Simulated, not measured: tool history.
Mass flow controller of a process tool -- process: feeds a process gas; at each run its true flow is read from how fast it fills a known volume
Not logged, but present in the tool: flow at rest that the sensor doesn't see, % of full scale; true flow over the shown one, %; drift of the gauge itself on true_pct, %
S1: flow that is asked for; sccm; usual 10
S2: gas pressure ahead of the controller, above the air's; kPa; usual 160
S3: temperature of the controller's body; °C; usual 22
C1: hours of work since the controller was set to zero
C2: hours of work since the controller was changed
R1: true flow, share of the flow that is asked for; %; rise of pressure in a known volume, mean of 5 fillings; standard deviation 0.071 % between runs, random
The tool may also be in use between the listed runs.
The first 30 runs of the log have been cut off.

| run | hour | S1 | S2 | S3 | C1 | C2 | R1 |
|---|---|---|---|---|---|---|---|
|  | 2639.8 | gauge calibrated |
| 31 | 2705.2 | 9 | 172 | 26 | 2737 | 2737 | 99.8 |
| 32 | 2824.8 | 3 | 200 | 28 | 2806 | 2806 | 99.57 |
| 33 | 2927.3 | 10 | 160 | 24 | 2865 | 2865 | 100.3 |
| 34 | 2982.2 | 11 | 203 | 34 | 2896 | 2896 | 99.77 |
| 35 | 3109.1 | 4 | 160 | 22 | 2969 | 2969 | 100.42 |
| 36 | 3162.1 | 6 | 160 | 34 | 3000 | 3000 | 99.84 |
| 37 | 3259.9 | 6 | 160 | 34 | 3056 | 3056 | 100.04 |
| 38 | 3351.5 | 2 | 179 | 33 | 3108 | 3108 | 99.93 |
| 39 | 3454 | 10 | 243 | 22 | 3167 | 3167 | 100.35 |
| 40 | 3570.2 | 10 | 243 | 22 | 3234 | 3234 | 100.37 |
| 41 | 3677.3 | 6 | 141 | 26 | 3296 | 3296 | 100.92 |

Run 42, settings as shown, results not yet in. Your forecast:
| 42 | 3760.4 | 8 | 199 | 22 | 3343 | 3343 | ? |

{"run 42": {"R1": 100.76}}
The same run, on a tool lacking any hidden state, would have yielded R1 99.7 %.
